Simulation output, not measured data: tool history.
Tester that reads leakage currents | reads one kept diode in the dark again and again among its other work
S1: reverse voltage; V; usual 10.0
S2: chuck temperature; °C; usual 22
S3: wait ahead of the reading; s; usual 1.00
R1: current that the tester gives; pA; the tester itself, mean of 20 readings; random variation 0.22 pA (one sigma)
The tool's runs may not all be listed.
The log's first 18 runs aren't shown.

| run | hour | S1 | S2 | S3 | R1 |
|---|---|---|---|---|---|
| 19 | 693.2 | 10.0 | 22 | 3.09 | 66.89 |
| 20 | 723.4 | 5.6 | 22 | 0.41 | 54.71 |
|  | 730.2 | probe card cleaned and baked |
| 21 | 776.2 | 5.6 | 32 | 0.96 | 125.76 |
| 22 | 817.3 | 5.6 | 32 | 0.96 | 125.45 |
| 23 | 855.0 | 5.6 | 32 | 0.96 | 125.68 |
| 24 | 883.7 | 11.6 | 49 | 2.75 | 699.05 |
| 25 | 924.9 | 3.5 | 49 | 1.74 | 434.18 |
| 26 | 962.1 | 18.0 | 48 | 2.98 | 764.90 |
| 27 | 989.8 | 10.7 | 52 | 1.07 | 860.97 |
| 28 | 1028.6 | 1.2 | 25 | 6.15 | 35.21 |
| 29 | 1075.8 | 11.3 | 58 | 1.35 | 1382.60 |
| 30 | 1107.3 | 5.2 | 51 | 1.35 | 594.35 |
| 31 | 1129.6 | 5.2 | 51 | 2.40 | 595.28 |
| 32 | 1175.2 | 7.9 | 28 | 0.82 | 100.17 |
| 33 | 1225.0 | 7.9 | 28 | 0.82 | 100.21 |
| 34 | 1276.2 | 11.0 | 26 | 0.69 | 97.07 |
| 35 | 1308.7 | 11.0 | 26 | 0.69 | 96.36 |
| 36 | 1355.9 | 14.0 | 22 | 1.72 | 72.09 |
|  | 1362.5 | chuck's temperature calibrated |
| 37 | 1406.0 | 14.0 | 22 | 1.72 | 80.26 |
| 38 | 1434.4 | 14.0 | 22 | 1.66 | 80.29 |

Forecast each of these 4 alternatives for the next run:
| A | 1462.1 | 5.2 | 46 | 1.00 | ? |
| B | 1462.1 | 3.0 | 22 | 3.23 | ? |
| C | 1462.1 | 1.6 | 29 | 6.78 | ? |
| D | 1462.1 | 10.0 | 31 | 0.95 | ? |

| run | R1 |
|---|---|
| A | 434.18 |
| B | 42.35 |
| C | 62.84 |
| D | 158.47 |
Without the tool's hidden state the same runs would have given:
| run | R1 |
|---|---|
| A | 436.35 |
| B | 42.43 |
| C | 63.12 |
| D | 158.82 |
